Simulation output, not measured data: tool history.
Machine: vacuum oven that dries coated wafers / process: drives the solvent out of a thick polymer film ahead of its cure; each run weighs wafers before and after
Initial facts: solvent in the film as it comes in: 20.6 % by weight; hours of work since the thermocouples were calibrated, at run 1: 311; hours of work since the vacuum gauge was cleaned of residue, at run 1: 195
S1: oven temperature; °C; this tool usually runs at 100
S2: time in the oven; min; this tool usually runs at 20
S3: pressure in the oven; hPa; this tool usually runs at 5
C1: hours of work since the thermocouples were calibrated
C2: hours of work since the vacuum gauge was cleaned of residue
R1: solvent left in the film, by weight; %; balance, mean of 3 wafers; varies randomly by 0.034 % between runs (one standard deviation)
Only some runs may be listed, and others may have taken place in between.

run     day   S1  S2     S3   C1   C2    R1
  1       0  100  20      5  311  195  1.88
  2   1.275  100  20      5  326  210  1.87
  3     2.6  100  20      5  342  226  1.88
  4   4.192  100  20      5  361  245  1.96
  5   5.454  100  20      5  376  261  1.89
  6   6.375  100  20      5  388  272  1.91
  7   7.854  100  20      5  405  289  1.95
  8   9.067  100  20      5  420  304  1.97
  9   9.942  100  13      5  430  314  3.85
 10  10.933  100  13      5  442  326  3.93
 11  12.612  100  29      5  462  347  0.98
 12  13.458  100  20   8.55  473  357  2.15
 13  14.467  103  20   8.55  485  369  1.53
 14  15.812  100  20      5  501  385  1.96
 15  16.746  100  20      5  512  396  1.94
 16  17.567  100  11      5  522  406  4.86
 17  18.308  100  25      5  531  415  1.29
 18  19.204  100  25      5  542  426  1.17
 19  20.158  100  20      5  553  437  1.91
 20  21.338  100  25      5  567  451  1.21
 21  22.162  100  25      5  577  461  1.27
 22  23.846  100  25      5  597  481  1.25
 23  25.404  100  25      5  616  500  1.25
 24  26.933   95  20   2.92  634  519  3.05
 25  27.754  112  28      5  644  528  0.34
 26  29.133   96  18   3.66  661  545  3.36
 27   30.65   96  18   3.66  679  563  3.34
 28  31.712  108  18   3.66  692  576  0.74
 29  32.475  100  20  15.15  701  585  2.51
 30  33.612   97  21   3.49  715  599  2.41
 31  34.554  106  29   4.76  726  610  0.49
 32  35.683  101  16   3.57  740  624  2.52
 33  36.721  109  20   3.22  752  636  0.58
 34  38.129  109  28  17.96  769  653  0.98
 35   39.75   85  27   6.14  788  673  5.09
 36  41.329   98  21   5.04  807  691  2.14
 37  42.421  104  21   3.94  820  705  1.02
 38  44.046  104  19   3.94  840  724  1.26
 39  44.862  105  20   6.36  850  734  1.14
 40  45.804  108  24   6.36  861  745  0.64
 41  47.138  107  18  12.53  877  761  1.37
 42  47.892  112  11  12.63  886  770  1.87
 43  48.625  114  20   4.39  895  779   0.4
 44  49.846  114  20   4.39  910  794   0.4
 45    51.6  102  14      5  931  815  2.86
 46  52.538  102  14   6.24  942  826  2.99

Subtracting, for every run, the result it would have given without the tool's unlogged condition from the measured result gives the following. The same run-to-run variation enters both numbers; the gauge's scatter may not:
Unlogged tool condition in this case: true wafer temperature over the reading, C; true pressure over the reading, kPa; drift of the gauge itself on solvent_pct, %.
run     R1
  1  -0.01
  2  -0.01
  3     +0
  4     +0
  5     +0
  6     +0
  7     +0
  8     +0
  9  -0.03
 10  -0.04
 11  +0.05
 12  +0.01
 13  +0.02
 14  +0.01
 15  +0.01
 16  -0.06
 17  +0.04
 18  +0.04
 19  +0.01
 20  +0.05
 21  +0.05
 22  +0.05
 23  +0.06
 24  -0.01
 25  +0.08
 26  -0.02
 27  -0.02
 28  +0.05
 29  +0.01
 30  +0.02
 31   +0.1
 32  -0.02
 33  +0.08
 34   +0.1
 35  +0.01
 36  +0.02
 37  +0.07
 38  +0.05
 39  +0.06
 40  +0.11
 41  +0.05
 42  -0.01
 43   +0.1
 44  +0.11
 45  -0.03
 46  -0.04
